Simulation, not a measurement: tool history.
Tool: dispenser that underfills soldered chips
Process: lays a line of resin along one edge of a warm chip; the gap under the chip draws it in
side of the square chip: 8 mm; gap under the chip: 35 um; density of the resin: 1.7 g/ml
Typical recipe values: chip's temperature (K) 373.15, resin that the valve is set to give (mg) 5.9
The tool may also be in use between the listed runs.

| run | hour | chip's temperature (K) | resin that the valve is set to give (mg) | time until the resin shows at the far edge (s) | resin that the valve gave (mg) |
|---|---|---|---|---|---|
| 1 | 0 | 373.15 | 5.9 | 102 | 5.61 |
|  | 6.2 | new syringe of resin |
| 2 | 10.1 | 373.15 | 5.9 | 104.9 | 5.64 |
|  | 15.2 | new syringe of resin |
| 3 | 16.5 | 373.15 | 5.9 | 98.1 | 5.62 |
|  | 24.6 | new syringe of resin |
| 4 | 24.9 | 373.15 | 5.9 | 96.5 | 5.54 |
|  | 34.5 | new syringe of resin |
| 5 | 35.4 | 386.15 | 5.9 | 68.6 | 5.54 |
|  | 43.6 | new syringe of resin |
| 6 | 43.7 | 386.15 | 5.9 | 68 | 5.49 |
|  | 48.7 | dispensing valve cleaned and set on the balance |
| 7 | 52.5 | 386.15 | 5.9 | 83.7 | 5.9 |
|  | 53.4 | new syringe of resin |
|  | 62.5 | new syringe of resin |
| 8 | 64.8 | 386.15 | 5.9 | 70 | 5.86 |
|  | 72.4 | new syringe of resin |
| 9 | 76.5 | 386.15 | 5.9 | 77.4 | 5.81 |
|  | 81.6 | new syringe of resin |
| 10 | 87.8 | 386.15 | 5.9 | 79.1 | 5.75 |
|  | 91.1 | new syringe of resin |
| 11 | 94.7 | 386.15 | 5.9 | 72.8 | 5.72 |
|  | 100.1 | new syringe of resin |
| 12 | 101.2 | 386.15 | 5.9 | 70.9 | 5.77 |
|  | 108.9 | new syringe of resin |
| 13 | 108.9 | 373.15 | 6.82 | 94.4 | 6.58 |
|  | 118.1 | new syringe of resin |
| 14 | 123.1 | 373.15 | 5.38 | 111.5 | 5.13 |
|  | 126.9 | new syringe of resin |
| 15 | 132.8 | 383.15 | 5.9 | 84.7 | 5.66 |
|  | 136.7 | new syringe of resin |
| 16 | 140.9 | 383.15 | 5.9 | 81.3 | 5.58 |
|  | 146.1 | new syringe of resin |
| 17 | 153.3 | 373.15 | 5.53 | 118.1 | 5.2 |
|  | 155.2 | new syringe of resin |
|  | 159.9 | dispensing valve cleaned and set on the balance |
|  | 165.2 | new syringe of resin |
| 18 | 166.3 | 362.15 | 5.78 | 137.8 | 5.72 |
|  | 174.6 | new syringe of resin |
| 19 | 176.5 | 362.15 | 5.78 | 135.3 | 5.7 |
|  | 183.4 | new syringe of resin |
| 20 | 188 | 387.15 | 6.96 | 73.9 | 6.85 |
|  | 192.4 | new syringe of resin |
| 21 | 196.4 | 366.15 | 5.86 | 129.9 | 5.78 |
|  | 201.7 | new syringe of resin |
| 22 | 207 | 362.15 | 6.6 | 150.3 | 6.36 |
|  | 210.6 | new syringe of resin |
| 23 | 215.8 | 373.15 | 5.29 | 111.7 | 5.12 |
|  | 219.5 | new syringe of resin |
| 24 | 226.2 | 380.15 | 5.9 | 92.5 | 5.67 |
|  | 229.1 | new syringe of resin |
| 25 | 233.6 | 370.15 | 6.07 | 117.3 | 5.79 |
|  | 238 | new syringe of resin |
|  | 246.8 | new syringe of resin |
| 26 | 246.8 | 370.15 | 6.07 | 107 | 5.7 |
|  | 256.2 | new syringe of resin |
| 27 | 260.2 | 370.15 | 6.07 | 119.1 | 5.71 |
|  | 265.3 | new syringe of resin |
| 28 | 267 | 383.15 | 5.13 | 79.9 | 4.81 |
|  | 272.3 | dispensing valve cleaned and set on the balance |
|  | 276 | new syringe of resin |
| 29 | 278.8 | 383.15 | 5.13 | 82.6 | 5.11 |
|  | 284.8 | new syringe of resin |
| 30 | 289.8 | 380.15 | 6.2 | 88.6 | 6.11 |
|  | 294.5 | new syringe of resin |
| 31 | 301.7 | 384.15 | 6.58 | 82.5 | 6.4 |
|  | 304.1 | new syringe of resin |
|  | 312.8 | new syringe of resin |
| 32 | 312.8 | 358.15 | 7.31 | 146 | 7.17 |

Each row is a separate what-if for the run after 32, all from the same tool condition, not one after another. Results?
| A | 320.3 | 373.15 | 5.1 | ? | ? |
| B | 320.3 | 369.15 | 7.56 | ? | ? |
| C | 320.3 | 367.15 | 5.69 | ? | ? |
| D | 320.3 | 387.15 | 6.55 | ? | ? |

| run | time until the resin shows at the far edge (s) | resin that the valve gave (mg) |
|---|---|---|
| A | 116.8 | 4.99 |
| B | 126.2 | 7.38 |
| C | 137.1 | 5.57 |
| D | 77.4 | 6.38 |
The same runs, with their run-to-run variation unchanged, on a tool lacking any hidden condition would have given:
| run | time until the resin shows at the far edge (s) | resin that the valve gave (mg) |
|---|---|---|
| A | 96 | 5.13 |
| B | 104.4 | 7.59 |
| C | 113 | 5.72 |
| D | 64 | 6.57 |
